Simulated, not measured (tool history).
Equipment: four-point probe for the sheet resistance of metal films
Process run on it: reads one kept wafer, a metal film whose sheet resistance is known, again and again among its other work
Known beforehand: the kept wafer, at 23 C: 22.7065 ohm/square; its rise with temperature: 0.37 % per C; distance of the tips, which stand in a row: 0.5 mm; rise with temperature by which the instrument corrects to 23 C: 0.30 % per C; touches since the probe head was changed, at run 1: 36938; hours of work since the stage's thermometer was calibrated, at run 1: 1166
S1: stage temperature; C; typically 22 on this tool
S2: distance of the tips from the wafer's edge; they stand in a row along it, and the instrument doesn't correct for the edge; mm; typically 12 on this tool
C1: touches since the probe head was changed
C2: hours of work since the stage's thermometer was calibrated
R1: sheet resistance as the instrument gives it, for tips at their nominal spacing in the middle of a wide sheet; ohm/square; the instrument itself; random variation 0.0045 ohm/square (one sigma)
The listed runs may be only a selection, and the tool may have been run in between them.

run    hour  S1  S2     C1    C2         R1
  1     0.0  22  12  36938  1166  22.717682
  2    38.2  22  12  37599  1186  22.707661
  3    76.0  22  12  38252  1206  22.718078
  4   128.0  22  36  39152  1233  22.691516
  5   177.0  22  12  40000  1258  22.715407
  6   246.4  22  13  41201  1294  22.706739
  7   304.8  22  13  42210  1324  22.708098
  8   356.8  22  13  43111  1351  22.703128
      399.4  -- stage's thermometer calibrated
  9   405.3  22  13  43941     3  22.712279
 10   470.9  22  12  45076    37  22.717927
 11   537.7  22  12  46231    72  22.699591
 12   594.3  22  12  47210   101  22.712355
 13   632.0  22  12  47864   121  22.711795
 14   716.5  22  12  49325   165  22.707182
 15   757.2  22  12  50030   186  22.711778
 16   834.7  22  12  51370   226  22.708227
 17   882.5  22  12  52197   251  22.713029
 18   937.1  22  21  53142   279  22.695743
 19  1015.4  22  21  54497   320  22.700564
 20  1085.5  22  12  55709   356  22.710283
 21  1120.1  22  12  56308   374  22.708652
 22  1192.7  22  23  57564   412  22.700237
 23  1241.6  22  34  58410   437  22.687576
 24  1276.5  22  13  59014   455  22.708986
 25  1319.2  29  45  59752   477  22.801715
 26  1402.4  29  45  61193   520  22.803717
 27  1447.9  33   4  61979   544  23.058918
 28  1497.9  33   4  62844   570  23.056263
 29  1538.1  31   9  63540   591  22.867503
 30  1606.3  31   9  64719   626  22.871137
 31  1657.1  31   9  65599   653  22.870861
 32  1704.2  31   9  66414   677  22.871242
 33  1756.9  31   9  67326   704  22.876255
 34  1807.5  22  12  68201   731  22.719013
 35  1868.7  22  12  69259   762  22.716856
 36  1933.4  29  45  70379   796  22.804784
 37  2001.7  21   8  71561   831  22.717014
 38  2080.8  22   4  72929   872  22.875404
 39  2134.9  22   4  73866   901  22.876982
 40  2190.0  21   4  74819   929  22.864756
 41  2255.7  21  12  75955   963  22.694838
 42  2308.8  22  12  76874   991  22.715709
 43  2375.0  24  74  78019  1025  22.720836
 44  2422.0  22  10  78831  1049  22.714628
 45  2477.3  22  10  79789  1078  22.722112
 46  2518.7  20  10  80505  1100  22.699075

How the hidden state differs across the entries between the runs, from the last listed run before each to the first after it:
After run 8, before run 9: stage's thermometer calibrated (hour 399.4)
  no difference in the tool's unlogged condition between these two runs
